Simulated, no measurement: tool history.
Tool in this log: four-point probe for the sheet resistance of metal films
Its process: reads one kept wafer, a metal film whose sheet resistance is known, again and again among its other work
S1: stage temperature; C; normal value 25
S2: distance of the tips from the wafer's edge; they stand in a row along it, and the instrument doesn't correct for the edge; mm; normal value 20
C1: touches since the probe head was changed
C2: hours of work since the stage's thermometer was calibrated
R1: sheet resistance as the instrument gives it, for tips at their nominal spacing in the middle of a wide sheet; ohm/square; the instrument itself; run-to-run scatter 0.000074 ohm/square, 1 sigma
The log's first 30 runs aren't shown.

| run | hour | S1 | S2 | C1 | C2 | R1 |
|---|---|---|---|---|---|---|
| 31 | 1990.9 | 22 | 32 | 109222 | 291 | 0.367952 |
| 32 | 2042.7 | 30 | 42 | 111946 | 324 | 0.368854 |
| 33 | 2129.3 | 32 | 27 | 116494 | 381 | 0.369374 |
| 34 | 2194.6 | 19 | 12 | 119927 | 423 | 0.369120 |
| 35 | 2248.7 | 19 | 12 | 122768 | 459 | 0.369043 |
| 36 | 2301.3 | 19 | 12 | 125533 | 493 | 0.369214 |
| 37 | 2361.4 | 19 | 12 | 128691 | 532 | 0.369324 |
| 38 | 2445.3 | 25 | 52 | 133102 | 587 | 0.368695 |
| 39 | 2511.6 | 25 | 52 | 136586 | 630 | 0.368684 |
| 40 | 2584.6 | 35 | 44 | 140422 | 678 | 0.369907 |
| 41 | 2651.0 | 32 | 7 | 143909 | 721 | 0.373471 |
| 42 | 2700.9 | 18 | 63 | 146531 | 753 | 0.368059 |
| 43 | 2754.3 | 18 | 63 | 149336 | 788 | 0.368118 |
| 44 | 2822.3 | 18 | 63 | 152911 | 833 | 0.368347 |

Alternative continuations, all from the tool just after run 44; predict every row:
| A | 2892.6 | 22 | 41 | 156606 | 878 | ? |
| B | 2892.6 | 28 | 20 | 156606 | 878 | ? |
| C | 2892.6 | 18 | 29 | 156606 | 878 | ? |

| run | R1 |
|---|---|
| A | 0.368914 |
| B | 0.369834 |
| C | 0.368626 |
With the hidden condition removed and each run's random variation left untouched, the same runs would have given:
| run | R1 |
|---|---|
| A | 0.367266 |
| B | 0.368186 |
| C | 0.366976 |
